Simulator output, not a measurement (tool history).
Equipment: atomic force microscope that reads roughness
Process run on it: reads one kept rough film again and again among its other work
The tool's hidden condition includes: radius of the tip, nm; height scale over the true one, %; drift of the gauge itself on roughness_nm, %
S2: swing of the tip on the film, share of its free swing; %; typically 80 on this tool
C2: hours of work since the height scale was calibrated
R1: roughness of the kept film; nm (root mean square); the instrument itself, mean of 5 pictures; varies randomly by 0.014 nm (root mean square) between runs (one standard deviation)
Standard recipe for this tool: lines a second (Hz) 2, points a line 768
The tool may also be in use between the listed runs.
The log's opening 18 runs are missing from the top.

run 19 hour=292.5 | lines_a_second_(Hz)=0.75 S2=78 points_a_line=413 | pictures_with_this_tip=60 C2=755 | R1=3.686
run 20 hour=306.5 | lines_a_second_(Hz)=0.51 S2=82 points_a_line=387 | pictures_with_this_tip=77 C2=765 | R1=3.709
run 21 hour=316.6 | lines_a_second_(Hz)=1.04 S2=83 points_a_line=388 | pictures_with_this_tip=90 C2=773 | R1=3.487
run 22 hour=327.7 | lines_a_second_(Hz)=1.04 S2=83 points_a_line=388 | pictures_with_this_tip=103 C2=781 | R1=3.492
run 23 hour=346.7 | lines_a_second_(Hz)=1.04 S2=71 points_a_line=373 | pictures_with_this_tip=127 C2=795 | R1=3.655
run 24 hour=362.2 | lines_a_second_(Hz)=2 S2=60 points_a_line=453 | pictures_with_this_tip=146 C2=807 | R1=3.71
run 25 hour=372.6 | lines_a_second_(Hz)=2 S2=60 points_a_line=453 | pictures_with_this_tip=159 C2=814 | R1=3.653
run 26 hour=392.1 | lines_a_second_(Hz)=2 S2=65 points_a_line=709 | pictures_with_this_tip=183 C2=829 | R1=3.632
run 27 hour=414.4 | lines_a_second_(Hz)=2 S2=65 points_a_line=980 | pictures_with_this_tip=211 C2=845 | R1=3.639
-- hour=423.6 new tip fitted
run 28 hour=429 | lines_a_second_(Hz)=2.1 S2=73 points_a_line=881 | pictures_with_this_tip=7 C2=856 | R1=3.476
run 29 hour=438.2 | lines_a_second_(Hz)=2.37 S2=73 points_a_line=738 | pictures_with_this_tip=18 C2=863 | R1=3.41
run 30 hour=451 | lines_a_second_(Hz)=0.75 S2=66 points_a_line=1024 | pictures_with_this_tip=34 C2=872 | R1=3.84
run 31 hour=464.7 | lines_a_second_(Hz)=1.24 S2=78 points_a_line=275 | pictures_with_this_tip=51 C2=882 | R1=3.478

What if the next run were any one of these 4? Each begins from the tool's condition after run 31:
run A hour=486.1 | lines_a_second_(Hz)=2 S2=80 points_a_line=820 | pictures_with_this_tip=78 C2=898 | R1=?
run B hour=486.1 | lines_a_second_(Hz)=3.11 S2=59 points_a_line=773 | pictures_with_this_tip=78 C2=898 | R1=?
run C hour=486.1 | lines_a_second_(Hz)=0.61 S2=60 points_a_line=915 | pictures_with_this_tip=78 C2=898 | R1=?
run D hour=486.1 | lines_a_second_(Hz)=0.83 S2=79 points_a_line=569 | pictures_with_this_tip=78 C2=898 | R1=?

run=A R1=3.302
run=B R1=3.605
run=C R1=3.888
run=D R1=3.621
Take away the tool's hidden state, keep each run's random variation, and the runs would have read:
run=A R1=3.308
run=B R1=3.611
run=C R1=3.896
run=D R1=3.628

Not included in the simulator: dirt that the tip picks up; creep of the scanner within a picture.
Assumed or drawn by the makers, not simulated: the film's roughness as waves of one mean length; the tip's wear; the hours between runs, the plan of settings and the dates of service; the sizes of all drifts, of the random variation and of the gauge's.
